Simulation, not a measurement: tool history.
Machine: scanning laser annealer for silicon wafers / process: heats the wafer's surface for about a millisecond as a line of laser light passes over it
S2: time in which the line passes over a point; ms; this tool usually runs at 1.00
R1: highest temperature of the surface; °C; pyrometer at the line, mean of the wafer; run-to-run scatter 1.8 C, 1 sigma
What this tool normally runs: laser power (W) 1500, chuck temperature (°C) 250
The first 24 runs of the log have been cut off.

run 25 hour=257.1 | laser_power_(W)=1477 S2=0.73 chuck_temperature_(°C)=216 | R1=897
run 26 hour=269.8 | laser_power_(W)=1500 S2=1.18 chuck_temperature_(°C)=250 | R1=1116
run 27 hour=282.7 | laser_power_(W)=1500 S2=1.00 chuck_temperature_(°C)=270 | R1=1071
run 28 hour=290.7 | laser_power_(W)=1283 S2=0.98 chuck_temperature_(°C)=242 | R1=903
run 29 hour=302.0 | laser_power_(W)=1356 S2=0.73 chuck_temperature_(°C)=241 | R1=856
run 30 hour=315.3 | laser_power_(W)=1604 S2=0.96 chuck_temperature_(°C)=248 | R1=1098
run 31 hour=323.6 | laser_power_(W)=1604 S2=0.96 chuck_temperature_(°C)=232 | R1=1082
run 32 hour=337.8 | laser_power_(W)=1319 S2=1.00 chuck_temperature_(°C)=281 | R1=970
run 33 hour=350.2 | laser_power_(W)=1306 S2=0.76 chuck_temperature_(°C)=242 | R1=840
run 34 hour=357.8 | laser_power_(W)=1318 S2=0.74 chuck_temperature_(°C)=272 | R1=869
run 35 hour=367.2 | laser_power_(W)=1473 S2=1.01 chuck_temperature_(°C)=259 | R1=1047
run 36 hour=382.6 | laser_power_(W)=1500 S2=0.88 chuck_temperature_(°C)=230 | R1=982
run 37 hour=389.3 | laser_power_(W)=1277 S2=1.16 chuck_temperature_(°C)=250 | R1=961
run 38 hour=395.9 | laser_power_(W)=1277 S2=1.16 chuck_temperature_(°C)=250 | R1=962
run 39 hour=405.7 | laser_power_(W)=1277 S2=1.16 chuck_temperature_(°C)=250 | R1=959
run 40 hour=420.2 | laser_power_(W)=1277 S2=1.16 chuck_temperature_(°C)=250 | R1=960
run 41 hour=432.7 | laser_power_(W)=1277 S2=1.16 chuck_temperature_(°C)=250 | R1=963
run 42 hour=447.6 | laser_power_(W)=1566 S2=1.16 chuck_temperature_(°C)=232 | R1=1135

Consider 3 possible next runs. They are alternatives, not a sequence: every one starts from the tool as it was left by run 42. What does each give?
run A hour=459.2 | laser_power_(W)=1566 S2=0.83 chuck_temperature_(°C)=263 | R1=?
run B hour=459.2 | laser_power_(W)=1362 S2=1.16 chuck_temperature_(°C)=288 | R1=?
run C hour=459.2 | laser_power_(W)=1624 S2=1.16 chuck_temperature_(°C)=232 | R1=?

run=A R1=1037
run=B R1=1053
run=C R1=1178
Take away the tool's hidden state, keep each run's random variation, and the runs would have read:
run=A R1=1037
run=B R1=1053
run=C R1=1179
